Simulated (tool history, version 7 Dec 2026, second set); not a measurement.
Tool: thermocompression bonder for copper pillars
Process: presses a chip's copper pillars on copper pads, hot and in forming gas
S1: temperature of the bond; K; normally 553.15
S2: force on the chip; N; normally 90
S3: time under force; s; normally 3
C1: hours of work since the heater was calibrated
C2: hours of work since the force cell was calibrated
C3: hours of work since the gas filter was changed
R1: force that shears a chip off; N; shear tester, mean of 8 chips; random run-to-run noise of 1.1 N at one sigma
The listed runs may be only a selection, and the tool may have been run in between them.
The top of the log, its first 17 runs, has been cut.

run 18 hour=167.2 | S1=553.15 S2=90 S3=3 | C1=222 C2=146 C3=377 | R1=79.7
run 19 hour=179.5 | S1=553.15 S2=90 S3=3 | C1=230 C2=154 C3=385 | R1=80.8
run 20 hour=187.8 | S1=553.15 S2=90 S3=3 | C1=236 C2=160 C3=390 | R1=83.7
run 21 hour=202 | S1=565.15 S2=90 S3=7 | C1=245 C2=169 C3=400 | R1=105.5
-- hour=209.1 forming gas filter changed
run 22 hour=215.6 | S1=553.15 S2=121 S3=4 | C1=254 C2=178 C3=4 | R1=111.2
run 23 hour=225.3 | S1=553.15 S2=121 S3=4 | C1=261 C2=185 C3=11 | R1=111.7
run 24 hour=231.8 | S1=533.15 S2=107 S3=4 | C1=265 C2=189 C3=15 | R1=84.5
run 25 hour=238.9 | S1=540.15 S2=107 S3=8 | C1=270 C2=194 C3=20 | R1=105.8
run 26 hour=248.5 | S1=570.15 S2=115 S3=7 | C1=276 C2=200 C3=27 | R1=128.3
run 27 hour=256.7 | S1=570.15 S2=115 S3=7 | C1=282 C2=206 C3=32 | R1=129.8
run 28 hour=268 | S1=570.15 S2=115 S3=7 | C1=290 C2=214 C3=40 | R1=128.2

Forecast run 29:
run 29 hour=276.8 | S1=570.15 S2=115 S3=5 | C1=296 C2=220 C3=46 | R1=?

R1: 125.5 N
Without the tool's hidden state the same run would have given R1 129 N.
